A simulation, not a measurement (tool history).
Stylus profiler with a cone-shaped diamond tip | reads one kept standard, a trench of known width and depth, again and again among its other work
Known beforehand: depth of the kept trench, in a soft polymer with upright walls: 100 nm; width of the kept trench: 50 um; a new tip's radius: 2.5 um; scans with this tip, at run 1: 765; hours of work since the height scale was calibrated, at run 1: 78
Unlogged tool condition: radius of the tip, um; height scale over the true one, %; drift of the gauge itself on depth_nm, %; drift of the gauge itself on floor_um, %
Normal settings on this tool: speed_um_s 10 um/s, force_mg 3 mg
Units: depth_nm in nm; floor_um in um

run	day	speed_um_s	force_mg	scans with this tip	hours of work since the height scale was calibrated	depth_nm	floor_um
1	0	10	3	765	78	101.53	48.46
2	3.058	22	3	1140	116	101.58	48.34
3	6.658	38	3	1581	161	101.46	48.27
4	9.254	10	3	1899	194	101.46	48.38
5	11.988	10	3	2235	228	101.49	48.28
6	14.538	10	3	2548	260	101.46	48.33
7	16.767	10	7.15	2821	288	102.68	48.32
8	19.104	10	7.15	3108	317	102.76	48.31
9	21.179	10	7.15	3362	343	102.68	48.24
10	24.6	10	7.15	3782	386	102.71	48.2
11	28.046	10	4.11	4204	429	101.84	48.2
12	30.838	10	4.11	4547	464	101.79	48.12
13	33.588	10	4.11	4884	498	101.75	48.15
14	35.258	10	4.11	5089	519	101.78	48.05
15	38.1	10	4.11	5438	554	101.75	48.11
16	41.808	10	5.84	5892	601	102.26	48.02
17	44.492	10	5.84	6221	634	102.27	47.96
18	47.492	10	3	6590	672	101.44	47.99
19	49.758	10	3	6868	700	101.43	47.98
20	52.654	3	8.17	7223	736	102.84	47.95
21	54.721	4	2.17	7476	762	101.07	47.9
22	58.346	4	2.17	7921	807	101.06	47.9
23	61.008	34	1.03	8247	841	100.56	47.6
24	63.138	37	3.32	8509	867	101.47	47.72
25	65.029	37	3.32	8740	891	101.43	47.76
26	67.696	23	1.18	9068	924	100.59	47.73
27	69.567	23	1.18	9297	948	100.61	47.65
28	72.083	12	3	9606	979	101.26	47.75
29	75.188	23	2.31	9987	1018	101.03	47.7
30	78.058	19	2.69	10338	1054	101.29	47.68
31	79.629	19	2.69	10531	1074	101.19	47.66

What will run 32 give?
32	81.942	19	2.69	10815	1103	?	?

Run 32 measured depth_nm 101.24 nm, floor_um 47.68 um.
The same run, on a tool lacking any hidden state, would have yielded depth_nm 101.47 nm, floor_um 48.55 um.
